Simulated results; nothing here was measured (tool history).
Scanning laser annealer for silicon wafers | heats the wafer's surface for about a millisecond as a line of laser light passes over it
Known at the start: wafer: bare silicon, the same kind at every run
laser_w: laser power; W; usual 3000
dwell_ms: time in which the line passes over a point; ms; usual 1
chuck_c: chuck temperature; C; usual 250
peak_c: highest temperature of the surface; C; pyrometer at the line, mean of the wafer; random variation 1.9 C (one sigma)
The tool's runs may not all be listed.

| run | hour | laser_w | dwell_ms | chuck_c | peak_c |
|---|---|---|---|---|---|
| 1 | 0 | 3000 | 1 | 250 | 1085 |
| 2 | 20.8 | 3000 | 1 | 250 | 1085 |
| 3 | 58.2 | 3000 | 1 | 284 | 1120 |
| 4 | 83.6 | 3000 | 1 | 284 | 1121 |
| 5 | 106.4 | 3000 | 1 | 284 | 1120 |
| 6 | 134.1 | 3000 | 1 | 284 | 1118 |
| 7 | 168.2 | 3000 | 1 | 238 | 1070 |
| 8 | 189.4 | 3182 | 1 | 238 | 1118 |
| 9 | 221.3 | 3182 | 1 | 238 | 1119 |
| 10 | 250 | 3182 | 1 | 238 | 1117 |
| 11 | 290.3 | 3231 | 1.1 | 285 | 1219 |
| 12 | 334.3 | 3231 | 1.1 | 285 | 1215 |
| 13 | 363.9 | 2918 | 1.1 | 214 | 1063 |
| 14 | 387.7 | 2918 | 1.1 | 214 | 1059 |
| 15 | 417.3 | 2918 | 1.04 | 232 | 1057 |

Forecast each of these 4 alternatives for the next run:
| A | 445.3 | 3192 | 1.04 | 285 | ? |
| B | 445.3 | 2918 | 1.19 | 250 | ? |
| C | 445.3 | 3000 | 0.78 | 247 | ? |
| D | 445.3 | 3296 | 0.86 | 214 | ? |

| run | peak_c |
|---|---|
| A | 1179 |
| B | 1131 |
| C | 979 |
| D | 1052 |
Without the tool's hidden state the same runs would have given:
| run | peak_c |
|---|---|
| A | 1195 |
| B | 1147 |
| C | 992 |
| D | 1067 |
